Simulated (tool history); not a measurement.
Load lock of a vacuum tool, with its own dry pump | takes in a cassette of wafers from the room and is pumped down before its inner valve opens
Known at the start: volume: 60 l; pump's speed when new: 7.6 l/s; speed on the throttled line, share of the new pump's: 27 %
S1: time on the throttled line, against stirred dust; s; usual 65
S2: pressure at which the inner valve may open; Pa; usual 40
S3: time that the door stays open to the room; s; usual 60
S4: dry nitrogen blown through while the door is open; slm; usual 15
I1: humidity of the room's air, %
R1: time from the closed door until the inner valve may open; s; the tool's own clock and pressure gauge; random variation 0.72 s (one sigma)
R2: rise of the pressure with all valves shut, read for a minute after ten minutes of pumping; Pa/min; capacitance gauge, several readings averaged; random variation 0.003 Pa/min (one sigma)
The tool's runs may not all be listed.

run	hour	S1	S2	S3	S4	I1	R1	R2
1	0.0	65	40	60	15	47.2	114.0	0.418
2	106.8	65	56	60	15	43.2	112.5	0.427
3	232.1	65	40	60	15	45.9	113.6	0.439
4	370.4	65	40	60	15	48.3	114.2	0.449
5	564.4	65	40	60	15	39.2	115.5	0.451
6	691.0	65	40	60	15	50.2	114.8	0.480
7	908.5	65	40	60	15	44.8	113.4	0.483
8	1120.0	65	40	60	15	43.5	116.4	0.497
9	1292.1	65	40	60	15	43.0	115.6	0.521
10	1432.0	65	40	60	15	47.9	113.9	0.520
11	1584.5	65	40	60	15	47.4	114.9	0.538
# hour 1608.0: door's seal changed, seat wiped
12	1802.4	58	77	126	15	43.6	103.6	0.041
13	1958.8	85	50	47	20	46.4	127.1	0.030
14	2072.6	85	50	39	6	46.7	126.4	0.044
15	2248.1	43	47	68	6	45.3	99.4	0.046
16	2410.1	43	47	68	6	45.8	98.6	0.055
17	2553.7	43	44	46	6	45.6	98.9	0.057
18	2731.0	43	44	46	6	46.8	100.0	0.056
19	2844.3	43	44	46	6	46.3	101.0	0.057

5 ways to go on from here, each from the tool as it stands after run 19. What would each give?
A	3015.6	58	40	60	15	41.9	?	?
B	3015.6	65	40	60	18	43.7	?	?
C	3015.6	72	58	68	6	48.0	?	?
D	3015.6	65	61	42	5	46.9	?	?
E	3015.6	43	44	46	4	47.2	?	?

run	R1	R2
A	110.6	0.053
B	116.3	0.051
C	119.3	0.075
D	112.8	0.058
E	101.5	0.070
Without the tool's hidden state the same runs would have given:
run	R1	R2
A	103.5	0.025
B	109.4	0.023
C	113.0	0.047
D	106.4	0.030
E	93.7	0.041

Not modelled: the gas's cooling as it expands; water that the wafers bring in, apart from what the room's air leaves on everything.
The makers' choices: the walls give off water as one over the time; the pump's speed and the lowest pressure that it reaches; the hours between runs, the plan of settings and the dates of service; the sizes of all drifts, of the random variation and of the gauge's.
